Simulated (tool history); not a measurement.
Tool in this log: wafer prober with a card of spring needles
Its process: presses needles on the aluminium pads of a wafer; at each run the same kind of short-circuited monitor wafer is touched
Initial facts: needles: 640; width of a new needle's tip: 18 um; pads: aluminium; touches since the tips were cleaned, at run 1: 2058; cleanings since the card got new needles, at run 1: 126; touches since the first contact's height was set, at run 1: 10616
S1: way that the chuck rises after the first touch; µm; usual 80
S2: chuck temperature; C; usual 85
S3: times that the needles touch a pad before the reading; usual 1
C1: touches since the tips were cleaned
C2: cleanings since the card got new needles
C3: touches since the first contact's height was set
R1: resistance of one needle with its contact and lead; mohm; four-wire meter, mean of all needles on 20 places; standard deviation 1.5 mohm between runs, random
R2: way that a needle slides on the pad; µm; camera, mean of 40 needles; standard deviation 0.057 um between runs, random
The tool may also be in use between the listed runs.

run 1 hour=0.0 | S1=80 S2=85 S3=1 | C1=2058 C2=126 C3=10616 | R1=171 R2=12.12
-- hour=3.9 tips cleaned on abrasive film
-- hour=13.6 tips cleaned on abrasive film
-- hour=23.1 tips cleaned on abrasive film
run 2 hour=23.1 | S1=80 S2=85 S3=1 | C1=0 C2=129 C3=21912 | R1=141 R2=12.18
-- hour=30.8 tips cleaned on abrasive film
-- hour=40.5 tips cleaned on abrasive film
run 3 hour=45.1 | S1=80 S2=85 S3=1 | C1=2267 C2=131 C3=32738 | R1=175 R2=12.12
-- hour=49.0 tips cleaned on abrasive film
-- hour=58.7 tips cleaned on abrasive film
-- hour=68.3 tips cleaned on abrasive film
-- hour=76.1 tips cleaned on abrasive film
run 4 hour=81.9 | S1=80 S2=85 S3=1 | C1=2891 C2=135 C3=50843 | R1=182 R2=12.04
-- hour=83.9 tips cleaned on abrasive film
-- hour=91.7 tips cleaned on abrasive film
-- hour=101.4 tips cleaned on abrasive film
-- hour=111.1 tips cleaned on abrasive film
-- hour=120.7 tips cleaned on abrasive film
-- hour=128.5 tips cleaned on abrasive film
run 5 hour=131.2 | S1=80 S2=85 S3=1 | C1=1363 C2=141 C3=75027 | R1=166 R2=12.08
-- hour=137.1 tips cleaned on abrasive film
-- hour=144.9 tips cleaned on abrasive film
-- hour=154.5 tips cleaned on abrasive film
run 6 hour=157.7 | S1=80 S2=85 S3=1 | C1=1590 C2=144 C3=88029 | R1=166 R2=12.03
-- hour=163.6 tips cleaned on abrasive film
-- hour=173.3 tips cleaned on abrasive film
-- hour=182.9 tips cleaned on abrasive film
-- hour=190.7 tips cleaned on abrasive film
run 7 hour=190.7 | S1=80 S2=85 S3=1 | C1=21 C2=148 C3=104217 | R1=147 R2=11.99
-- hour=198.5 tips cleaned on abrasive film
-- hour=208.2 tips cleaned on abrasive film
run 8 hour=215.8 | S1=80 S2=85 S3=1 | C1=3786 C2=150 C3=116561 | R1=199 R2=12.07
-- hour=217.8 tips cleaned on abrasive film
-- hour=225.6 tips cleaned on abrasive film
-- hour=235.3 tips cleaned on abrasive film
-- hour=244.9 tips cleaned on abrasive film
run 9 hour=249.2 | S1=80 S2=85 S3=2 | C1=2128 C2=154 C3=132953 | R1=164 R2=11.92
-- hour=251.4 height of the first contact set anew
-- hour=253.5 tips cleaned on abrasive film
-- hour=261.2 tips cleaned on abrasive film
-- hour=270.9 tips cleaned on abrasive film
-- hour=278.7 tips cleaned on abrasive film
run 10 hour=282.2 | S1=80 S2=85 S3=1 | C1=1763 C2=158 C3=15076 | R1=173 R2=11.83
-- hour=288.1 tips cleaned on abrasive film
-- hour=297.7 tips cleaned on abrasive film
-- hour=307.4 tips cleaned on abrasive film
run 11 hour=312.2 | S1=80 S2=85 S3=1 | C1=2394 C2=161 C3=29832 | R1=176 R2=11.83
-- hour=316.2 tips cleaned on abrasive film
-- hour=325.8 tips cleaned on abrasive film
-- hour=335.5 tips cleaned on abrasive film
run 12 hour=335.5 | S1=80 S2=85 S3=1 | C1=0 C2=164 C3=41242 | R1=150 R2=11.88
-- hour=345.2 tips cleaned on abrasive film
-- hour=351.2 height of the first contact set anew, once more
-- hour=353.3 tips cleaned on abrasive film
-- hour=362.9 tips cleaned on abrasive film
-- hour=370.7 tips cleaned on abrasive film
-- hour=380.4 tips cleaned on abrasive film
run 13 hour=383.3 | S1=90 S2=85 S3=1 | C1=1458 C2=169 C3=15722 | R1=160 R2=13.78
-- hour=389.2 tips cleaned on abrasive film
-- hour=396.9 tips cleaned on abrasive film
-- hour=405.9 tips cleaned on abrasive film
run 14 hour=405.9 | S1=90 S2=85 S3=1 | C1=0 C2=172 C3=26768 | R1=140 R2=13.67
-- hour=415.5 tips cleaned on abrasive film
-- hour=423.3 tips cleaned on abrasive film
run 15 hour=427.6 | S1=90 S2=85 S3=1 | C1=2154 C2=174 C3=37479 | R1=171 R2=13.63
-- hour=431.6 tips cleaned on abrasive film
-- hour=439.3 tips cleaned on abrasive film
-- hour=449.0 tips cleaned on abrasive film
-- hour=458.7 tips cleaned on abrasive film
-- hour=468.4 tips cleaned on abrasive film
run 16 hour=472.7 | S1=90 S2=85 S3=1 | C1=2149 C2=179 C3=59598 | R1=170 R2=13.68
-- hour=476.6 tips cleaned on abrasive film
-- hour=484.4 tips cleaned on abrasive film
-- hour=494.1 tips cleaned on abrasive film
-- hour=503.7 tips cleaned on abrasive film
run 17 hour=505.2 | S1=70 S2=85 S3=1 | C1=725 C2=183 C3=75536 | R1=165 R2=10.58
-- hour=513.0 tips cleaned on abrasive film
-- hour=522.6 tips cleaned on abrasive film
-- hour=530.4 tips cleaned on abrasive film
run 18 hour=534.6 | S1=81 S2=58 S3=2 | C1=2110 C2=186 C3=90008 | R1=159 R2=12.19
-- hour=538.6 tips cleaned on abrasive film
-- hour=546.3 tips cleaned on abrasive film
-- hour=556.0 tips cleaned on abrasive film
-- hour=563.8 tips cleaned on abrasive film
-- hour=571.5 tips cleaned on abrasive film
-- hour=581.0 tips cleaned on abrasive film
run 19 hour=581.0 | S1=81 S2=87 S3=1 | C1=0 C2=192 C3=112744 | R1=147 R2=12.19
-- hour=588.8 tips cleaned on abrasive film
-- hour=598.5 tips cleaned on abrasive film
-- hour=608.2 tips cleaned on abrasive film
-- hour=615.9 tips cleaned on abrasive film
run 20 hour=618.6 | S1=81 S2=87 S3=1 | C1=1336 C2=196 C3=131197 | R1=169 R2=12.26
-- hour=624.5 tips cleaned on abrasive film
-- hour=632.2 tips cleaned on abrasive film
-- hour=641.9 tips cleaned on abrasive film
run 21 hour=643.8 | S1=80 S2=42 S3=1 | C1=922 C2=199 C3=143530 | R1=157 R2=11.97
-- hour=651.5 tips cleaned on abrasive film
-- hour=659.3 tips cleaned on abrasive film
-- hour=667.0 tips cleaned on abrasive film
run 22 hour=670.6 | S1=80 S2=30 S3=1 | C1=1752 C2=202 C3=156693 | R1=172 R2=11.94
-- hour=676.4 tips cleaned on abrasive film
-- hour=684.2 tips cleaned on abrasive film
-- hour=691.9 tips cleaned on abrasive film
-- hour=701.6 tips cleaned on abrasive film
-- hour=711.3 tips cleaned on abrasive film
-- hour=719.3 height of the first contact set anew
-- hour=720.6 tips cleaned on abrasive film
run 23 hour=720.6 | S1=76 S2=77 S3=1 | C1=0 C2=208 C3=618 | R1=147 R2=11.51
-- hour=730.3 tips cleaned on abrasive film
-- hour=738.0 tips cleaned on abrasive film
-- hour=750.0 card fitted with new needles
-- hour=757.8 tips cleaned on abrasive film
-- hour=765.6 tips cleaned on abrasive film
-- hour=774.3 tips cleaned on abrasive film
run 24 hour=774.3 | S1=99 S2=54 S3=2 | C1=0 C2=3 C3=11921 | R1=135 R2=15.04
-- hour=782.1 tips cleaned on abrasive film
-- hour=789.9 tips cleaned on abrasive film
-- hour=799.5 tips cleaned on abrasive film
run 25 hour=799.8 | S1=99 S2=54 S3=2 | C1=117 C2=6 C3=24400 | R1=131 R2=15.05
-- hour=807.5 tips cleaned on abrasive film
-- hour=815.3 tips cleaned on abrasive film
-- hour=825.0 tips cleaned on abrasive film
-- hour=833.8 tips cleaned on abrasive film
run 26 hour=833.8 | S1=99 S2=54 S3=2 | C1=0 C2=10 C3=41067 | R1=132 R2=14.94

Predict each of these 3 candidate next runs independently; none follows another, all start after run 26:
-- hour=843.4 tips cleaned on abrasive film
-- hour=853.1 tips cleaned on abrasive film
-- hour=860.9 tips cleaned on abrasive film
run A hour=867.0 | S1=90 S2=54 S3=2 | C1=3053 C2=13 C3=57432 | R1=? R2=?
-- hour=843.4 tips cleaned on abrasive film
-- hour=853.1 tips cleaned on abrasive film
-- hour=860.9 tips cleaned on abrasive film
run B hour=867.0 | S1=80 S2=85 S3=1 | C1=3053 C2=13 C3=57432 | R1=? R2=?
-- hour=843.4 tips cleaned on abrasive film
-- hour=853.1 tips cleaned on abrasive film
-- hour=860.9 tips cleaned on abrasive film
run C hour=867.0 | S1=62 S2=74 S3=1 | C1=3053 C2=13 C3=57432 | R1=? R2=?

run=A R1=150 R2=13.51
run=B R1=175 R2=12.04
run=C R1=203 R2=9.29
With no hidden state in the tool, these same runs would have given:
run=A R1=131 R2=13.61
run=B R1=139 R2=12.14
run=C R1=144 R2=9.40
